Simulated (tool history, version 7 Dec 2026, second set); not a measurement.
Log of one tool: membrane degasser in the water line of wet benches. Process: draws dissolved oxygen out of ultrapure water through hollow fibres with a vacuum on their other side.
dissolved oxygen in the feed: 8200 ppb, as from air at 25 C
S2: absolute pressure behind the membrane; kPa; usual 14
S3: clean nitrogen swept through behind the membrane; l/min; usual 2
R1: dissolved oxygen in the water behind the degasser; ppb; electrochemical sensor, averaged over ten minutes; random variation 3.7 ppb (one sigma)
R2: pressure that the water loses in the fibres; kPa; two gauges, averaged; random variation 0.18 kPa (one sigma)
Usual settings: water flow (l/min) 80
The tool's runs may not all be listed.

{"run": 1, "hour": 0.0, "water flow (l/min)": 80, "S2": 14, "S3": 2, "R1": 809.4, "R2": 38.02}
{"run": 2, "hour": 147.6, "water flow (l/min)": 80, "S2": 14, "S3": 2, "R1": 809.1, "R2": 38.28}
{"run": 3, "hour": 363.4, "water flow (l/min)": 80, "S2": 14, "S3": 2, "R1": 814.2, "R2": 38.02}
{"run": 4, "hour": 616.9, "water flow (l/min)": 80, "S2": 14, "S3": 2, "R1": 804.2, "R2": 37.83}
{"run": 5, "hour": 909.6, "water flow (l/min)": 80, "S2": 14, "S3": 2, "R1": 810.2, "R2": 38.49}
{"run": 6, "hour": 1163.2, "water flow (l/min)": 80, "S2": 14, "S3": 2, "R1": 817.8, "R2": 38.43}
{"run": 7, "hour": 1453.2, "water flow (l/min)": 80, "S2": 14, "S3": 2, "R1": 806.6, "R2": 33.76}
{"run": 8, "hour": 1685.6, "water flow (l/min)": 80, "S2": 14, "S3": 2, "R1": 812.6, "R2": 34.14}
{"run": 9, "hour": 1992.4, "water flow (l/min)": 80, "S2": 14, "S3": 2, "R1": 813.6, "R2": 34.61}
{"run": 10, "hour": 2168.3, "water flow (l/min)": 80, "S2": 9.5, "S3": 2, "R1": 496.5, "R2": 34.77}
{"run": 11, "hour": 2464.3, "water flow (l/min)": 80, "S2": 9.7, "S3": 2, "R1": 514.2, "R2": 34.35}
{"run": 12, "hour": 2591.6, "water flow (l/min)": 80, "S2": 9.7, "S3": 2, "R1": 511.3, "R2": 34.54}
{"run": 13, "hour": 2755.3, "water flow (l/min)": 80, "S2": 9.7, "S3": 2, "R1": 512.2, "R2": 34.44}
{"run": 14, "hour": 2999.7, "water flow (l/min)": 48, "S2": 9.7, "S3": 2, "R1": 339.7, "R2": 20.75}
{"run": 15, "hour": 3243.3, "water flow (l/min)": 80, "S2": 14, "S3": 1.94, "R1": 831.6, "R2": 34.87}
{"run": 16, "hour": 3473.4, "water flow (l/min)": 80, "S2": 33.2, "S3": 2, "R1": 1931.8, "R2": 34.92}
{"run": 17, "hour": 3762.0, "water flow (l/min)": 80, "S2": 10.1, "S3": 5.53, "R1": 235.4, "R2": 35.14}
{"run": 18, "hour": 4002.1, "water flow (l/min)": 117, "S2": 23.6, "S3": 4.88, "R1": 974.4, "R2": 51.46}
{"run": 19, "hour": 4135.7, "water flow (l/min)": 117, "S2": 23.6, "S3": 4.88, "R1": 978.5, "R2": 51.51}
{"run": 20, "hour": 4432.5, "water flow (l/min)": 117, "S2": 23.6, "S3": 4.88, "R1": 983.9, "R2": 51.41}
{"run": 21, "hour": 4698.4, "water flow (l/min)": 59, "S2": 14, "S3": 4.35, "R1": 336.6, "R2": 25.84}
{"run": 22, "hour": 4898.1, "water flow (l/min)": 80, "S2": 13, "S3": 2.84, "R1": 576.7, "R2": 35.59}
{"run": 23, "hour": 5047.5, "water flow (l/min)": 112, "S2": 12.9, "S3": 3.13, "R1": 680, "R2": 50.5}
{"run": 24, "hour": 5232.0, "water flow (l/min)": 100, "S2": 31, "S3": 2, "R1": 2105, "R2": 44.72}
{"run": 25, "hour": 5444.4, "water flow (l/min)": 120, "S2": 33.2, "S3": 2.18, "R1": 2396.7, "R2": 53.74}
{"run": 26, "hour": 5675.0, "water flow (l/min)": 57, "S2": 33.2, "S3": 2.18, "R1": 1433.3, "R2": 25.78}
{"run": 27, "hour": 5954.9, "water flow (l/min)": 57, "S2": 33.2, "S3": 2.18, "R1": 1441, "R2": 25.6}
{"run": 28, "hour": 6168.2, "water flow (l/min)": 53, "S2": 22.4, "S3": 2.18, "R1": 928.8, "R2": 24.15}
{"run": 29, "hour": 6330.3, "water flow (l/min)": 53, "S2": 22.4, "S3": 2.18, "R1": 917.9, "R2": 23.89}
{"run": 30, "hour": 6455.5, "water flow (l/min)": 72, "S2": 15.1, "S3": 2.89, "R1": 605.3, "R2": 32.69}
{"run": 31, "hour": 6737.6, "water flow (l/min)": 75, "S2": 9.5, "S3": 2.89, "R1": 348.2, "R2": 34.1}

Taken out of this log: 4 entries between the listed runs. Where each belongs, and how the hidden state differs across it:
Between runs 3 and 4: seals of the vacuum lines changed (hour 418.1)
  membrane still open, %: 89.5 -> 89.2; true pressure behind the membrane over the reading, kPa: 0.12 -> 0.13; air that leaks in behind the membrane, l/min: 0.0177 -> 0.0025
  measured less the result without the state, R1: +11.2 -> +11.1 ppb; R2: +4 -> +4.14 kPa
Between runs 6 and 7: membrane cartridge changed (hour 1423.8)
  membrane still open, %: 88.5 -> 100; true pressure behind the membrane over the reading, kPa: 0.15 -> 0.16; air that leaks in behind the membrane, l/min: 0.0044 -> 0.0055
  measured less the result without the state, R1: +13 -> +10.9 ppb; R2: +4.41 -> +0.02 kPa
Between runs 22 and 23: seals of the vacuum lines changed (hour 4969.2); vacuum gauge calibrated (hour 5047.5)
  membrane still open, %: 95.8 -> 95.7; true pressure behind the membrane over the reading, kPa: 0.28 -> 0.04; air that leaks in behind the membrane, l/min: 0.0177 -> 0.0031
  measured less the result without the state, R1: +17.2 -> +5.5 ppb; R2: +1.47 -> +2.18 kPa
